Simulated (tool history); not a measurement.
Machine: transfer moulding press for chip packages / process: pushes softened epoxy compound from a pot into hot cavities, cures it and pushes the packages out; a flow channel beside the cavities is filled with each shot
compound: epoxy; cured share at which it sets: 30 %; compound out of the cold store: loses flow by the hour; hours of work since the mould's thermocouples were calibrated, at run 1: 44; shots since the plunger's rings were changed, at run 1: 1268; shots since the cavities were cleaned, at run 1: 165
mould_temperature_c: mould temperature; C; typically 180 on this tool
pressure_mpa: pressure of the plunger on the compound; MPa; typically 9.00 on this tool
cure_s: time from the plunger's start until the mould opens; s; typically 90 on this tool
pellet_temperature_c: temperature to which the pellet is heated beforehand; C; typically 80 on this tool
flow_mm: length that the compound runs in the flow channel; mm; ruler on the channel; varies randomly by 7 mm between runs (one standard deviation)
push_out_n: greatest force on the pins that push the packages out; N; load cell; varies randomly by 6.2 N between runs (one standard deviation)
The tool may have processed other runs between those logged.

run   hour  mould_temperature_c  pressure_mpa  cure_s  pellet_temperature_c  hours of work since the mould's thermocouples were calibrated  shots since the plunger's rings were changed  shots since the cavities were cleaned  incoming compound's hours out of the cold store  flow_mm  push_out_n
  1    0.0                  180          9.00      90                    80                                                             44                                          1268                                    165                                             36.5      797         300
  2    8.9                  180          9.00      90                    80                                                             48                                          1344                                    241                                             30.7      796         312
  3   19.2                  180          9.00      90                    80                                                             53                                          1432                                    329                                             44.6      783         337
  4   28.9                  180          9.00      90                    80                                                             57                                          1515                                    412                                             37.8      794         350
  5   37.8                  180          9.00      90                    80                                                             61                                          1591                                    488                                             16.6      819         368
      45.1  -- cavities cleaned with cleaning compound and waxed
  6   55.3                  180          9.00      90                    80                                                             69                                          1727                                     86                                             24.7      820         275
  7   72.2                  180          9.00      90                    75                                                             77                                          1872                                    231                                             42.4      767         315
  8   89.0                  180          9.00      90                    75                                                             85                                          2015                                    374                                             37.5      782         330
  9   98.5                  180          9.00      90                    80                                                             89                                          2096                                    455                                             24.2      811         350
     109.1  -- cavities cleaned with cleaning compound and waxed
 10  110.9                  180          9.00      90                    80                                                             94                                          2189                                     15                                             45.5      748         233
 11  121.3                  180          8.78      90                    80                                                             99                                          2279                                    105                                             15.9      821         281
 12  141.6                  180          9.00      90                    87                                                            109                                          2452                                    278                                             41.9      758         302
 13  150.7                  172          9.00      90                    87                                                            113                                          2530                                    356                                             43.9      770         506
 14  159.4                  172          9.00      90                    87                                                            117                                          2604                                    430                                             10.2      851         572
 15  169.6                  180          9.00      93                    80                                                            122                                          2691                                    517                                             22.1      800         347
     173.8  -- cavities cleaned with cleaning compound and waxed
 16  188.6                  180          9.00      93                    80                                                            130                                          2840                                    126                                             21.0      814         280
 17  200.0                  181          9.00      90                    80                                                            135                                          2937                                    223                                             18.2      822         298
 18  215.5                  180          7.67      90                    71                                                            142                                          3070                                    356                                             42.0      697         347
 19  229.2                  180          9.00      93                    77                                                            149                                          3187                                    473                                             41.8      758         346
     237.9  -- cavities cleaned with cleaning compound and waxed
 20  239.6                  180          9.00      93                    77                                                            153                                          3263                                     15                                             34.7      762         234
 21  252.3                  180          9.00     108                    73                                                            159                                          3371                                    123                                             15.3      808         231
 22  267.8                  180          9.00     108                    73                                                            166                                          3504                                    256                                             25.0      787         267
 23  288.4                  188          9.31      78                    79                                                            176                                          3680                                    432                                             33.1      779         325
     302.0  -- cavities cleaned with cleaning compound and waxed
 24  307.6                  188          9.31      78                    79                                                            184                                          3831                                     48                                             30.2      769         246
 25  322.7                  188          9.31      78                    79                                                            191                                          3960                                    177                                             38.5      743         277
 26  339.8                  186          9.00      90                    75                                                            199                                          4106                                    323                                             38.5      747         294
 27  358.6                  180          9.00      96                    70                                                            208                                          4267                                    484                                             12.6      802         356
     365.8  -- cavities cleaned with cleaning compound and waxed
 28  376.7                  180         10.21     127                    70                                                            216                                          4409                                     94                                             41.4      780         221

Branching from run 28: 4 alternative next runs. What would each branch give?
  A  397.1                  180          9.00      90                    71                                                            225                                          4583                                    268                                             33.3        ?           ?
  B  397.1                  180          9.98      90                    80                                                            225                                          4583                                    268                                             33.8        ?           ?
  C  397.1                  180         10.91      90                    75                                                            225                                          4583                                    268                                             10.3        ?           ?
  D  397.1                  180         10.21     127                    73                                                            225                                          4583                                    268                                             16.9        ?           ?

run  flow_mm  push_out_n
  A      742         318
  B      796         296
  C      884         328
  D      834         259
Take away the tool's hidden state, keep each run's random variation, and the runs would have read:
run  flow_mm  push_out_n
  A      798         246
  B      856         226
  C      951         253
  D      897         197

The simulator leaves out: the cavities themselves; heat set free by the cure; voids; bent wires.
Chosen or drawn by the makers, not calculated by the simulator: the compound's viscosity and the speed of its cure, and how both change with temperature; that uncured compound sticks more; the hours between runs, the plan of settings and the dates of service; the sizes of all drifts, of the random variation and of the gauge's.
